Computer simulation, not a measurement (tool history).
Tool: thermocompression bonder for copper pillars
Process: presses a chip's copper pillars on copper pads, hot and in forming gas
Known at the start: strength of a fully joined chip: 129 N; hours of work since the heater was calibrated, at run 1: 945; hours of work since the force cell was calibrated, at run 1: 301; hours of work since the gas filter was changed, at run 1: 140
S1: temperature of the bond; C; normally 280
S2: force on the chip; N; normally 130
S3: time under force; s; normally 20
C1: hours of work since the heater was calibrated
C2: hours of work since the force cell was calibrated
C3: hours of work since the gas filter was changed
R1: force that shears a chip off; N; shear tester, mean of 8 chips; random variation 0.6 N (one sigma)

run   hour   S1   S2  S3   C1   C2   C3    R1
  1    0.0  280  130  20  945  301  140  57.6
  2   10.0  280  130  20  950  306  146  57.8
  3   17.0  280  130  20  954  310  149  58.5
  4   31.2  280  130  20  961  317  157  58.2
  5   46.1  280  130  20  969  325  164  58.3
  6   60.4  280  130  20  976  332  172  57.3
  7   71.2  280  130  20  982  338  178  57.4
  8   78.1  280  130  20  985  342  181  57.6
      81.1  -- heater calibrated with a thermocouple chip
  9   88.7  268  130  20    4  346  186  50.9
 10  103.1  268  130  20   11  354  193  50.4
 11  115.4  280  130  20   18  360  199  60.2
     122.9  -- heater calibrated with a thermocouple chip, once more
 12  126.4  280  130  20    2  365  204  48.9
 13  135.0  280   89  20    6  369  209  32.8
 14  144.2  304   89  36   11  374  213  59.3
 15  153.6  257  130  20   16  379  218  33.2
 16  162.5  299   85  20   21  383  223  43.3
 17  169.8  280  130  58   24  387  227  70.8
 18  183.6  280  130  58   32  394  234  69.4
 19  198.4  280  123  25   39  402  242  51.0
 20  206.1  290  109  21   43  406  246  48.2
 21  217.0  290  109  21   49  412  251  49.1

Pick out some run-to-run changes in R1. Of each, how much would a tool without hidden state show as well, from the settings, what came in and chance, and how much is left for the hidden state and any gauge scatter not in both results compared?
Hidden conditions of the tool in this case: true temperature of the bond over the reading, C; force that reaches the chip, % of what is set; oxide that the forming gas leaves, % of the face; drift of the gauge itself on shear_n, %.
Run 8 -> 9: S1 280 -> 268, heater calibrated with a thermocouple chip. R1 -6.7 N: hidden state +3.1, all else -9.8.
Run 11 -> 12: heater calibrated with a thermocouple chip, once more. R1 -11.3 N: hidden state -10.2, all else -1.1.
Run 13 -> 14: S1 280 -> 304, S3 20 -> 36. R1 +26.5 N: hidden state -2.9, all else +29.4.
Run 16 -> 17: S1 299 -> 280, S2 85 -> 130, S3 20 -> 58. R1 +27.5 N: hidden state -3.1, all else +30.6.
